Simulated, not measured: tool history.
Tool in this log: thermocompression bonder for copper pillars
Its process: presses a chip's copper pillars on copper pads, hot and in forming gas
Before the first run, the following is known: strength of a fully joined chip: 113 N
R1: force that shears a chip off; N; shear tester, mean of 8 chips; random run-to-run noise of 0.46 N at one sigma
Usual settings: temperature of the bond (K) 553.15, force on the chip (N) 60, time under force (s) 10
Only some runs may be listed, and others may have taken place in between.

{"run": 1, "hour": 0.0, "temperature of the bond (K)": 553.15, "force on the chip (N)": 60, "time under force (s)": 10, "R1": 79.4}
{"run": 2, "hour": 16.4, "temperature of the bond (K)": 553.15, "force on the chip (N)": 60, "time under force (s)": 10, "R1": 78.8}
{"run": 3, "hour": 38.3, "temperature of the bond (K)": 553.15, "force on the chip (N)": 52, "time under force (s)": 10, "R1": 73.7}
{"run": 4, "hour": 53.3, "temperature of the bond (K)": 533.15, "force on the chip (N)": 60, "time under force (s)": 10, "R1": 69.2}
{"run": 5, "hour": 79.6, "temperature of the bond (K)": 533.15, "force on the chip (N)": 41, "time under force (s)": 10, "R1": 56.5}
{"run": 6, "hour": 104.8, "temperature of the bond (K)": 554.15, "force on the chip (N)": 41, "time under force (s)": 10, "R1": 67.5}
{"run": 7, "hour": 129.0, "temperature of the bond (K)": 554.15, "force on the chip (N)": 41, "time under force (s)": 10, "R1": 66.3}
{"run": 8, "hour": 155.8, "temperature of the bond (K)": 553.15, "force on the chip (N)": 38, "time under force (s)": 5, "R1": 50.9}
{"run": 9, "hour": 167.3, "temperature of the bond (K)": 553.15, "force on the chip (N)": 62, "time under force (s)": 10, "R1": 79.3}
{"run": 10, "hour": 188.2, "temperature of the bond (K)": 525.15, "force on the chip (N)": 56, "time under force (s)": 27, "R1": 80.3}
{"run": 11, "hour": 213.1, "temperature of the bond (K)": 525.15, "force on the chip (N)": 56, "time under force (s)": 27, "R1": 82.1}
{"run": 12, "hour": 232.6, "temperature of the bond (K)": 525.15, "force on the chip (N)": 56, "time under force (s)": 6, "R1": 51.8}
{"run": 13, "hour": 247.3, "temperature of the bond (K)": 525.15, "force on the chip (N)": 76, "time under force (s)": 19, "R1": 84.7}
{"run": 14, "hour": 263.7, "temperature of the bond (K)": 523.15, "force on the chip (N)": 62, "time under force (s)": 8, "R1": 56.7}

Put back what was entered between runs (2 entries, withheld): which listed runs does each sit between, and how does the hidden state differ from the listed run before to the listed run after?
Logged between run 6 and run 7: heater calibrated with a thermocouple chip (hour 109.2)
  true temperature of the bond over the reading, C: 3.8 -> 4.4; oxide that the forming gas leaves, % of the face: 2.29 -> 2.5
  measured less the result without the state, R1: +0.4 -> +0.4 N
Logged between run 13 and run 14: heater calibrated with a thermocouple chip, once more (hour 253.1)
  true temperature of the bond over the reading, C: 4.9 -> -0.3; oxide that the forming gas leaves, % of the face: 3.6 -> 3.73
  measured less the result without the state, R1: -0.6 -> -2.4 N
